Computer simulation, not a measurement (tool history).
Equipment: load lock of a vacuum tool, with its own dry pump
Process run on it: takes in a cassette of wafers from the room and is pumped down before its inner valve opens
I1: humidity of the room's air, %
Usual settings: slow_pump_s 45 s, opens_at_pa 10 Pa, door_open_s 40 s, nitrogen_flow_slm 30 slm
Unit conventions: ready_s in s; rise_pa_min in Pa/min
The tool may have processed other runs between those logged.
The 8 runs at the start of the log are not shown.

run 9 day=147.538 | slow_pump_s=45 opens_at_pa=10 door_open_s=40 nitrogen_flow_slm=31 | I1=47.2 | ready_s=89.9 rise_pa_min=0.061
run 10 day=173.817 | slow_pump_s=45 opens_at_pa=10 door_open_s=40 nitrogen_flow_slm=31 | I1=45.5 | ready_s=91.6 rise_pa_min=0.082
run 11 day=196.942 | slow_pump_s=45 opens_at_pa=10 door_open_s=40 nitrogen_flow_slm=31 | I1=44.9 | ready_s=91.5 rise_pa_min=0.085
run 12 day=223.483 | slow_pump_s=45 opens_at_pa=10 door_open_s=40 nitrogen_flow_slm=31 | I1=45.3 | ready_s=91.2 rise_pa_min=0.095
run 13 day=249.029 | slow_pump_s=45 opens_at_pa=10 door_open_s=40 nitrogen_flow_slm=31 | I1=47.1 | ready_s=92.0 rise_pa_min=0.111
run 14 day=270.892 | slow_pump_s=45 opens_at_pa=10 door_open_s=40 nitrogen_flow_slm=31 | I1=42.2 | ready_s=92.2 rise_pa_min=0.124
run 15 day=282.433 | slow_pump_s=45 opens_at_pa=10 door_open_s=40 nitrogen_flow_slm=31 | I1=45.6 | ready_s=92.0 rise_pa_min=0.127
run 16 day=305.083 | slow_pump_s=45 opens_at_pa=10 door_open_s=40 nitrogen_flow_slm=31 | I1=45.7 | ready_s=92.0 rise_pa_min=0.145
run 17 day=326.942 | slow_pump_s=45 opens_at_pa=10 door_open_s=40 nitrogen_flow_slm=31 | I1=47.1 | ready_s=93.0 rise_pa_min=0.151
run 18 day=342.596 | slow_pump_s=45 opens_at_pa=13 door_open_s=56 nitrogen_flow_slm=30 | I1=48.3 | ready_s=91.3 rise_pa_min=0.157
run 19 day=356.379 | slow_pump_s=45 opens_at_pa=13 door_open_s=92 nitrogen_flow_slm=15 | I1=45.8 | ready_s=91.9 rise_pa_min=0.186
run 20 day=372.567 | slow_pump_s=45 opens_at_pa=12 door_open_s=38 nitrogen_flow_slm=30 | I1=45.6 | ready_s=90.8 rise_pa_min=0.177

What does the tool deliver on the next run?
run 21 day=395.100 | slow_pump_s=45 opens_at_pa=10 door_open_s=40 nitrogen_flow_slm=13 | I1=46.6 | ready_s=? rise_pa_min=?

For run 21 the tool returned ready_s 93.8 s, rise_pa_min 0.202 Pa/min.
With the hidden condition absent and the run-to-run variation left alone, this run would have shown ready_s 90.4 s, rise_pa_min 0.016 Pa/min.
